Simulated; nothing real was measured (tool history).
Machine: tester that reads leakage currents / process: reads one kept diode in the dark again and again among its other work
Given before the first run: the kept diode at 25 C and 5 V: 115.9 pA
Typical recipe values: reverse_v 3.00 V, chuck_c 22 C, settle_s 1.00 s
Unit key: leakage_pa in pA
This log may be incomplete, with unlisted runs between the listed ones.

run	hour	reverse_v	chuck_c	settle_s	leakage_pa
1	0.0	3.00	22	1.00	68.52
2	129.8	3.00	22	1.00	68.98
3	279.9	3.00	22	1.00	69.86
4	392.5	12.82	22	1.00	166.25
5	614.5	3.00	20	1.00	60.14
6	722.0	3.00	20	1.00	60.49
7	915.2	3.00	20	1.00	61.58
8	1124.5	14.99	38	0.66	661.92
# hour 1143.8: chuck's temperature calibrated
9	1286.2	2.73	22	0.72	71.61
10	1436.7	4.58	31	0.40	201.42
11	1556.5	4.58	40	0.97	396.99
12	1742.4	4.58	40	0.97	399.09
13	1926.1	12.75	22	1.00	187.12
14	2058.0	3.95	47	0.96	623.04

Below are 3 alternative next runs, each starting from the tool's condition after run 14. Predict each:
# hour 2145.8: probe card cleaned and baked
A	2259.5	2.08	22	3.87	?
# hour 2145.8: probe card cleaned and baked
B	2259.5	4.47	31	1.00	?
# hour 2145.8: probe card cleaned and baked
C	2259.5	3.99	21	1.02	?

run	leakage_pa
A	60.47
B	198.86
C	82.31
Without the tool's hidden state the same runs would have given:
run	leakage_pa
A	54.11
B	179.18
C	73.60
